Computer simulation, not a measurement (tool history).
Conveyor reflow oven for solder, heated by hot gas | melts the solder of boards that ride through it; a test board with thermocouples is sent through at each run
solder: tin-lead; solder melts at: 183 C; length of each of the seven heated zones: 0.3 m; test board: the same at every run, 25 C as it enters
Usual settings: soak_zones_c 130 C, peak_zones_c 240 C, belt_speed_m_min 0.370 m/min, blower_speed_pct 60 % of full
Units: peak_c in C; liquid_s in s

run 1 hour=0.0 | soak_zones_c=130 peak_zones_c=240 belt_speed_m_min=0.370 blower_speed_pct=60 | peak_c=227.7 liquid_s=80.3
run 2 hour=67.9 | soak_zones_c=130 peak_zones_c=240 belt_speed_m_min=0.370 blower_speed_pct=60 | peak_c=227.4 liquid_s=80.6
run 3 hour=143.1 | soak_zones_c=130 peak_zones_c=228 belt_speed_m_min=0.370 blower_speed_pct=60 | peak_c=216.5 liquid_s=70.6
-- hour=153.0 belt drive overhauled, speed set with a stopwatch
run 4 hour=212.3 | soak_zones_c=130 peak_zones_c=228 belt_speed_m_min=0.370 blower_speed_pct=60 | peak_c=215.6 liquid_s=68.8
run 5 hour=278.1 | soak_zones_c=130 peak_zones_c=228 belt_speed_m_min=0.370 blower_speed_pct=60 | peak_c=215.4 liquid_s=68.4
-- hour=320.9 flux residue cleaned out of gas plates and filters
-- hour=345.6 thermocouples of zones 6 and 7 changed
run 6 hour=345.6 | soak_zones_c=130 peak_zones_c=254 belt_speed_m_min=0.370 blower_speed_pct=60 | peak_c=237.3 liquid_s=85.6
run 7 hour=385.3 | soak_zones_c=130 peak_zones_c=254 belt_speed_m_min=0.370 blower_speed_pct=60 | peak_c=237.2 liquid_s=85.4
run 8 hour=429.1 | soak_zones_c=130 peak_zones_c=254 belt_speed_m_min=0.370 blower_speed_pct=60 | peak_c=236.9 liquid_s=85.7
run 9 hour=481.3 | soak_zones_c=130 peak_zones_c=254 belt_speed_m_min=0.370 blower_speed_pct=55 | peak_c=235.3 liquid_s=84.7
run 10 hour=542.3 | soak_zones_c=130 peak_zones_c=254 belt_speed_m_min=0.370 blower_speed_pct=55 | peak_c=235.4 liquid_s=84.7
run 11 hour=601.4 | soak_zones_c=130 peak_zones_c=254 belt_speed_m_min=0.370 blower_speed_pct=55 | peak_c=235.2 liquid_s=84.6
-- hour=637.4 flux residue cleaned out of gas plates and filters
run 12 hour=664.7 | soak_zones_c=130 peak_zones_c=244 belt_speed_m_min=0.370 blower_speed_pct=55 | peak_c=227.3 liquid_s=79.1
run 13 hour=726.2 | soak_zones_c=130 peak_zones_c=244 belt_speed_m_min=0.370 blower_speed_pct=55 | peak_c=227.0 liquid_s=79.0
run 14 hour=794.6 | soak_zones_c=130 peak_zones_c=241 belt_speed_m_min=0.370 blower_speed_pct=60 | peak_c=225.6 liquid_s=77.7
run 15 hour=828.3 | soak_zones_c=130 peak_zones_c=240 belt_speed_m_min=0.370 blower_speed_pct=60 | peak_c=224.5 liquid_s=76.6
run 16 hour=861.8 | soak_zones_c=120 peak_zones_c=252 belt_speed_m_min=0.372 blower_speed_pct=82 | peak_c=239.0 liquid_s=83.6
run 17 hour=908.7 | soak_zones_c=120 peak_zones_c=252 belt_speed_m_min=0.372 blower_speed_pct=82 | peak_c=238.5 liquid_s=83.5
-- hour=951.3 flux residue cleaned out of gas plates and filters
run 18 hour=987.5 | soak_zones_c=120 peak_zones_c=252 belt_speed_m_min=0.372 blower_speed_pct=82 | peak_c=240.3 liquid_s=84.5
run 19 hour=1051.4 | soak_zones_c=122 peak_zones_c=237 belt_speed_m_min=0.412 blower_speed_pct=62 | peak_c=218.1 liquid_s=60.8
run 20 hour=1121.7 | soak_zones_c=121 peak_zones_c=236 belt_speed_m_min=0.340 blower_speed_pct=67 | peak_c=224.3 liquid_s=81.7
run 21 hour=1182.6 | soak_zones_c=124 peak_zones_c=253 belt_speed_m_min=0.370 blower_speed_pct=60 | peak_c=235.6 liquid_s=83.4
run 22 hour=1216.5 | soak_zones_c=124 peak_zones_c=253 belt_speed_m_min=0.370 blower_speed_pct=71 | peak_c=238.7 liquid_s=85.2
-- hour=1264.0 flux residue cleaned out of gas plates and filters
run 23 hour=1264.4 | soak_zones_c=128 peak_zones_c=247 belt_speed_m_min=0.370 blower_speed_pct=71 | peak_c=234.9 liquid_s=84.9
run 24 hour=1328.8 | soak_zones_c=128 peak_zones_c=247 belt_speed_m_min=0.370 blower_speed_pct=71 | peak_c=235.0 liquid_s=84.7
run 25 hour=1394.1 | soak_zones_c=122 peak_zones_c=233 belt_speed_m_min=0.345 blower_speed_pct=60 | peak_c=220.7 liquid_s=77.4
run 26 hour=1444.4 | soak_zones_c=122 peak_zones_c=233 belt_speed_m_min=0.355 blower_speed_pct=60 | peak_c=219.7 liquid_s=73.7
run 27 hour=1498.5 | soak_zones_c=122 peak_zones_c=233 belt_speed_m_min=0.355 blower_speed_pct=60 | peak_c=219.6 liquid_s=73.4
run 28 hour=1542.0 | soak_zones_c=122 peak_zones_c=244 belt_speed_m_min=0.357 blower_speed_pct=58 | peak_c=228.9 liquid_s=80.8
-- hour=1580.1 flux residue cleaned out of gas plates and filters
run 29 hour=1584.3 | soak_zones_c=126 peak_zones_c=244 belt_speed_m_min=0.410 blower_speed_pct=58 | peak_c=225.4 liquid_s=69.1

Forecast each of these 4 alternatives for the next run:
run A hour=1631.6 | soak_zones_c=142 peak_zones_c=241 belt_speed_m_min=0.338 blower_speed_pct=60 | peak_c=? liquid_s=?
run B hour=1631.6 | soak_zones_c=130 peak_zones_c=240 belt_speed_m_min=0.351 blower_speed_pct=60 | peak_c=? liquid_s=?
run C hour=1631.6 | soak_zones_c=138 peak_zones_c=244 belt_speed_m_min=0.410 blower_speed_pct=58 | peak_c=? liquid_s=?
run D hour=1631.6 | soak_zones_c=130 peak_zones_c=240 belt_speed_m_min=0.401 blower_speed_pct=60 | peak_c=? liquid_s=?

run=A peak_c=231.5 liquid_s=96.9
run=B peak_c=228.8 liquid_s=85.5
run=C peak_c=227.4 liquid_s=74.7
run=D peak_c=224.0 liquid_s=71.0
Without the tool's hidden state the same runs would have given:
run=A peak_c=229.5 liquid_s=94.2
run=B peak_c=226.7 liquid_s=82.8
run=C peak_c=225.4 liquid_s=72.2
run=D peak_c=222.0 liquid_s=68.4

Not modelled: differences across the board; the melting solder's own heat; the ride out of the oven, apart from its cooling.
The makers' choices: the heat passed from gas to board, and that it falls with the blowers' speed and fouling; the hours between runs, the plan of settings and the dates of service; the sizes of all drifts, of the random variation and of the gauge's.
